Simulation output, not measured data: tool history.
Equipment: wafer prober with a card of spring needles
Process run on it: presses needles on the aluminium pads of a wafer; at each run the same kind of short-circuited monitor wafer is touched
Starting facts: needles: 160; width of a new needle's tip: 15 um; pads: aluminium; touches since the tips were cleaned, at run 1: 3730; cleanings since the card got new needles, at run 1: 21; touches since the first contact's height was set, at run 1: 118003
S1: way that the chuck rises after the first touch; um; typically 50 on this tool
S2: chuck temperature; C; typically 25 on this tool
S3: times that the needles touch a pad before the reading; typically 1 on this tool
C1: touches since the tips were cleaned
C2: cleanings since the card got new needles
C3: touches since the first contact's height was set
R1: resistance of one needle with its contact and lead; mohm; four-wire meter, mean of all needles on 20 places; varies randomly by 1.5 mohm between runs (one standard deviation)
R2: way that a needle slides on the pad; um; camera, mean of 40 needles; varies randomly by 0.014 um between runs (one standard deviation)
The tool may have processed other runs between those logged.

run   hour  S1  S2  S3    C1  C2      C3   R1     R2
  1    0.0  50  25   1  3730  21  118003  145  13.58
       4.9  -- tips cleaned on abrasive film
  2   11.4  68  25   1  1195  22  120079  136  18.47
  3   22.9  68  25   1  3322  22  122206  136  18.49
      30.5  -- tips cleaned on abrasive film
  4   39.2  68  25   1  1602  23  125176  136  18.54
      47.5  -- height of the first contact set anew
  5   53.4  50  25   1  4162  23    1082  142  13.61
      56.8  -- tips cleaned on abrasive film
  6   67.8  50  25   1  2021  24    3706  141  13.67
  7   76.8  50  25   1  3678  24    5363  146  13.65
      82.2  -- tips cleaned on abrasive film
  8   93.6  50  25   1  2093  25    8443  141  13.69
     107.7  -- tips cleaned on abrasive film
  9  109.1  50  25   1   260  26   11284  142  13.70
 10  129.5  50  25   1  4002  26   15026  144  13.72
     132.6  -- tips cleaned on abrasive film
 11  140.1  50  25   1  1376  27   16955  145  13.72
 12  156.4  50  25   1  4373  27   19952  142  13.73
     158.0  -- tips cleaned on abrasive film
 13  167.0  47  25   1  1654  28   21893  144  12.90
     183.2  -- tips cleaned on abrasive film
 14  185.3  36  60   2   385  29   25241  165   9.92
 15  197.1  36  53   2  2551  29   27407  161   9.93
     209.0  -- tips cleaned on abrasive film
     210.7  -- gauge calibrated
 16  212.6  61  53   3   653  30   30237  145  16.57
 17  224.7  61  53   3  2879  30   32463  144  16.59
     233.8  -- tips cleaned on abrasive film
 18  235.9  61  53   3   395  31   34521  142  16.61
 19  245.6  61  25   1  2181  31   36307  141  16.60
 20  257.1  46  62   1  4281  31   38407  155  12.52
     258.3  -- tips cleaned on abrasive film
 21  270.4  35  61   1  2227  32   40852  166   9.55
     284.0  -- tips cleaned on abrasive film
 22  287.1  36  27   1   563  33   43890  156   9.82
 23  295.7  60  27   1  2154  33   45481  139  16.40

Here are 4 independent what-if runs from the current tool condition. What would each one return?
     309.1  -- tips cleaned on abrasive film
  A  312.3  50   39   1  592  34  48511   ?   ?
     309.1  -- tips cleaned on abrasive film
  B  312.3  50   35   2  592  34  48511   ?   ?
     309.1  -- tips cleaned on abrasive film
  C  312.3  60   37   1  592  34  48511   ?   ?
     309.1  -- tips cleaned on abrasive film
  D  312.3  46  115   1  592  34  48511   ?   ?

run   R1     R2
  A  146  13.65
  B  144  13.67
  C  142  16.43
  D  167  12.58
With no hidden state in the tool, these same runs would have given:
run   R1     R2
  A  146  13.56
  B  144  13.57
  C  142  16.32
  D  167  12.49

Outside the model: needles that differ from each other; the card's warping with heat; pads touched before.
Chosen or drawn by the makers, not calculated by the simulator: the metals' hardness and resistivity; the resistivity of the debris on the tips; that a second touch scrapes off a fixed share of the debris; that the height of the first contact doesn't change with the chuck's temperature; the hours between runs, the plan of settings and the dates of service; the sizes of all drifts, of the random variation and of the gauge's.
